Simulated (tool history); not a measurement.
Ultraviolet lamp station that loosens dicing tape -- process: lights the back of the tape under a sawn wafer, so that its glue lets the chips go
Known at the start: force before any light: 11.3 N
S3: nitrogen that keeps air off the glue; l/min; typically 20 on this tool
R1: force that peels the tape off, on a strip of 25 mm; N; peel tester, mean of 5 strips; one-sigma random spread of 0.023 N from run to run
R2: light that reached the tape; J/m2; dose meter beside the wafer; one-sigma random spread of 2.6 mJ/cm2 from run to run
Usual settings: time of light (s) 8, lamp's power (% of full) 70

{"run": 1, "hour": 0.0, "time of light (s)": 8, "lamp's power (% of full)": 70, "S3": 20, "R1": 2.301, "R2": 2240}
{"run": 2, "hour": 32.2, "time of light (s)": 8, "lamp's power (% of full)": 70, "S3": 20, "R1": 2.269, "R2": 2150}
{"run": 3, "hour": 57.3, "time of light (s)": 8, "lamp's power (% of full)": 70, "S3": 20, "R1": 2.43, "R2": 2130}
{"run": 4, "hour": 81.7, "time of light (s)": 8, "lamp's power (% of full)": 70, "S3": 20, "R1": 2.568, "R2": 2080}
{"run": 5, "hour": 114.2, "time of light (s)": 8, "lamp's power (% of full)": 70, "S3": 20, "R1": 2.605, "R2": 2040}
{"run": 6, "hour": 133.5, "time of light (s)": 8, "lamp's power (% of full)": 70, "S3": 20, "R1": 2.637, "R2": 2060}
{"hour": 139.4, "done": "lamp changed"}
{"run": 7, "hour": 161.2, "time of light (s)": 8, "lamp's power (% of full)": 70, "S3": 20, "R1": 1.368, "R2": 2950}
{"run": 8, "hour": 190.7, "time of light (s)": 8, "lamp's power (% of full)": 70, "S3": 20, "R1": 1.407, "R2": 2940}
{"run": 9, "hour": 221.7, "time of light (s)": 8, "lamp's power (% of full)": 70, "S3": 20, "R1": 1.469, "R2": 2870}
{"run": 10, "hour": 243.9, "time of light (s)": 8, "lamp's power (% of full)": 70, "S3": 20, "R1": 1.509, "R2": 2910}
{"run": 11, "hour": 270.4, "time of light (s)": 8, "lamp's power (% of full)": 70, "S3": 20, "R1": 1.518, "R2": 2800}
{"run": 12, "hour": 298.5, "time of light (s)": 5, "lamp's power (% of full)": 70, "S3": 20, "R1": 3.132, "R2": 1730}
{"run": 13, "hour": 324.8, "time of light (s)": 8, "lamp's power (% of full)": 61, "S3": 20, "R1": 2.134, "R2": 2370}
{"run": 14, "hour": 353.5, "time of light (s)": 8, "lamp's power (% of full)": 66, "S3": 20, "R1": 1.867, "R2": 2550}
{"run": 15, "hour": 386.5, "time of light (s)": 8, "lamp's power (% of full)": 82, "S3": 20, "R1": 1.21, "R2": 3090}
{"run": 16, "hour": 424.1, "time of light (s)": 8, "lamp's power (% of full)": 82, "S3": 20, "R1": 1.341, "R2": 3020}
{"run": 17, "hour": 466.5, "time of light (s)": 11, "lamp's power (% of full)": 70, "S3": 20, "R1": 1.004, "R2": 3440}
{"run": 18, "hour": 489.5, "time of light (s)": 11, "lamp's power (% of full)": 70, "S3": 20, "R1": 1.026, "R2": 3390}
{"hour": 505.7, "done": "window cleaned of glue's vapour"}
{"run": 19, "hour": 529.8, "time of light (s)": 8, "lamp's power (% of full)": 70, "S3": 20, "R1": 2.082, "R2": 2330}
{"run": 20, "hour": 559.0, "time of light (s)": 8, "lamp's power (% of full)": 70, "S3": 20, "R1": 2.174, "R2": 2280}
{"run": 21, "hour": 579.9, "time of light (s)": 8, "lamp's power (% of full)": 70, "S3": 20, "R1": 2.293, "R2": 2250}
{"run": 22, "hour": 610.4, "time of light (s)": 13, "lamp's power (% of full)": 70, "S3": 35, "R1": 0.553, "R2": 3550}
{"run": 23, "hour": 639.6, "time of light (s)": 8, "lamp's power (% of full)": 70, "S3": 14, "R1": 2.849, "R2": 2190}
{"run": 24, "hour": 667.9, "time of light (s)": 7, "lamp's power (% of full)": 91, "S3": 22, "R1": 1.88, "R2": 2440}
{"run": 25, "hour": 687.5, "time of light (s)": 5, "lamp's power (% of full)": 85, "S3": 12, "R1": 4.399, "R2": 1590}
{"hour": 724.9, "done": "window cleaned of glue's vapour, once more"}
{"run": 26, "hour": 726.4, "time of light (s)": 8, "lamp's power (% of full)": 70, "S3": 19, "R1": 1.936, "R2": 2480}
{"run": 27, "hour": 760.8, "time of light (s)": 14, "lamp's power (% of full)": 70, "S3": 20, "R1": 0.64, "R2": 4210}
{"run": 28, "hour": 801.4, "time of light (s)": 14, "lamp's power (% of full)": 70, "S3": 20, "R1": 0.695, "R2": 4140}
{"run": 29, "hour": 836.4, "time of light (s)": 8, "lamp's power (% of full)": 70, "S3": 7, "R1": 4.002, "R2": 2290}
{"run": 30, "hour": 855.2, "time of light (s)": 8, "lamp's power (% of full)": 70, "S3": 7, "R1": 3.901, "R2": 2260}
{"run": 31, "hour": 884.6, "time of light (s)": 5, "lamp's power (% of full)": 96, "S3": 17, "R1": 3.139, "R2": 1870}
{"run": 32, "hour": 921.4, "time of light (s)": 5, "lamp's power (% of full)": 96, "S3": 17, "R1": 3.28, "R2": 1840}
{"run": 33, "hour": 958.1, "time of light (s)": 5, "lamp's power (% of full)": 96, "S3": 17, "R1": 3.343, "R2": 1790}
{"run": 34, "hour": 984.0, "time of light (s)": 6, "lamp's power (% of full)": 81, "S3": 20, "R1": 3.117, "R2": 1790}
{"run": 35, "hour": 1007.2, "time of light (s)": 5, "lamp's power (% of full)": 62, "S3": 28, "R1": 4.443, "R2": 1130}
{"run": 36, "hour": 1036.3, "time of light (s)": 4, "lamp's power (% of full)": 85, "S3": 7, "R1": 6.317, "R2": 1240}
{"hour": 1062.9, "done": "lamp changed"}
{"run": 37, "hour": 1077.9, "time of light (s)": 4, "lamp's power (% of full)": 83, "S3": 28, "R1": 2.601, "R2": 1800}
{"run": 38, "hour": 1117.4, "time of light (s)": 8, "lamp's power (% of full)": 70, "S3": 20, "R1": 1.383, "R2": 2910}
{"run": 39, "hour": 1152.3, "time of light (s)": 8, "lamp's power (% of full)": 70, "S3": 20, "R1": 1.421, "R2": 2850}
{"run": 40, "hour": 1173.9, "time of light (s)": 5, "lamp's power (% of full)": 63, "S3": 31, "R1": 2.917, "R2": 1600}
{"run": 41, "hour": 1204.0, "time of light (s)": 8, "lamp's power (% of full)": 70, "S3": 9, "R1": 2.587, "R2": 2790}
{"run": 42, "hour": 1231.3, "time of light (s)": 5, "lamp's power (% of full)": 95, "S3": 9, "R1": 3.345, "R2": 2390}

What if the next run were any one of these 3? Each begins from the tool's condition after run 42:
{"run": "A", "hour": 1275.5, "time of light (s)": 7, "lamp's power (% of full)": 70, "S3": 20, "R1": "?", "R2": "?"}
{"run": "B", "hour": 1275.5, "time of light (s)": 8, "lamp's power (% of full)": 70, "S3": 13, "R1": "?", "R2": "?"}
{"run": "C", "hour": 1275.5, "time of light (s)": 5, "lamp's power (% of full)": 95, "S3": 10, "R1": "?", "R2": "?"}

run=A R1=2.060 R2=2420
run=B R1=2.226 R2=2690
run=C R1=3.169 R2=2270
The same runs, with their run-to-run variation unchanged, on a tool lacking any hidden condition would have given:
run=A R1=1.473 R2=2910
run=B R1=1.610 R2=3250
run=C R1=2.460 R2=2740
